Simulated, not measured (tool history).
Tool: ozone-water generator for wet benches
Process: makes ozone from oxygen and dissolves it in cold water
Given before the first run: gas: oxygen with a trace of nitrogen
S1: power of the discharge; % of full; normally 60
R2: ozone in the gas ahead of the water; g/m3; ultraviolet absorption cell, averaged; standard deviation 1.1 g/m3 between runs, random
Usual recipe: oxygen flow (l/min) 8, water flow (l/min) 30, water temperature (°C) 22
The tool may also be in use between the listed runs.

run 1 hour=0 | S1=60 oxygen_flow_(l/min)=8 water_flow_(l/min)=30 water_temperature_(°C)=22 | dissolved_ozone_(ppm)=17.8 R2=178.5
run 2 hour=30.6 | S1=60 oxygen_flow_(l/min)=8 water_flow_(l/min)=30 water_temperature_(°C)=22 | dissolved_ozone_(ppm)=17.9 R2=179.1
run 3 hour=98.6 | S1=60 oxygen_flow_(l/min)=8 water_flow_(l/min)=30 water_temperature_(°C)=22 | dissolved_ozone_(ppm)=17.9 R2=179.4
run 4 hour=154.7 | S1=60 oxygen_flow_(l/min)=8 water_flow_(l/min)=30 water_temperature_(°C)=22 | dissolved_ozone_(ppm)=18.1 R2=176.3
run 5 hour=224.7 | S1=60 oxygen_flow_(l/min)=8 water_flow_(l/min)=18 water_temperature_(°C)=22 | dissolved_ozone_(ppm)=24.8 R2=176.2
run 6 hour=279.1 | S1=60 oxygen_flow_(l/min)=8 water_flow_(l/min)=18 water_temperature_(°C)=22 | dissolved_ozone_(ppm)=24.8 R2=176.4
run 7 hour=313.2 | S1=60 oxygen_flow_(l/min)=8 water_flow_(l/min)=18 water_temperature_(°C)=22 | dissolved_ozone_(ppm)=24.4 R2=178.1
run 8 hour=382.1 | S1=60 oxygen_flow_(l/min)=6.67 water_flow_(l/min)=18 water_temperature_(°C)=23 | dissolved_ozone_(ppm)=23.7 R2=187.9
run 9 hour=442.7 | S1=60 oxygen_flow_(l/min)=6.67 water_flow_(l/min)=18 water_temperature_(°C)=23 | dissolved_ozone_(ppm)=23.6 R2=187.2
run 10 hour=482.8 | S1=60 oxygen_flow_(l/min)=6.67 water_flow_(l/min)=30 water_temperature_(°C)=26 | dissolved_ozone_(ppm)=16.1 R2=189.5
run 11 hour=533.3 | S1=60 oxygen_flow_(l/min)=4.98 water_flow_(l/min)=30 water_temperature_(°C)=26 | dissolved_ozone_(ppm)=14.9 R2=206.4

3 ways to go on from here, each from the tool as it stands after run 11. What would each give?
run A hour=577.2 | S1=99 oxygen_flow_(l/min)=4.98 water_flow_(l/min)=19 water_temperature_(°C)=26 | dissolved_ozone_(ppm)=? R2=?
run B hour=577.2 | S1=90 oxygen_flow_(l/min)=5.96 water_flow_(l/min)=22 water_temperature_(°C)=26 | dissolved_ozone_(ppm)=? R2=?
run C hour=577.2 | S1=82 oxygen_flow_(l/min)=8 water_flow_(l/min)=30 water_temperature_(°C)=22 | dissolved_ozone_(ppm)=? R2=?

run=A dissolved_ozone_(ppm)=31.6 R2=313.8
run=B dissolved_ozone_(ppm)=27 R2=272.1
run=C dissolved_ozone_(ppm)=22.6 R2=226.9
With the hidden condition removed and each run's random variation left untouched, the same runs would have given:
run=A dissolved_ozone_(ppm)=34.9 R2=337.8
run=B dissolved_ozone_(ppm)=29.8 R2=291.6
run=C dissolved_ozone_(ppm)=24.8 R2=242.1
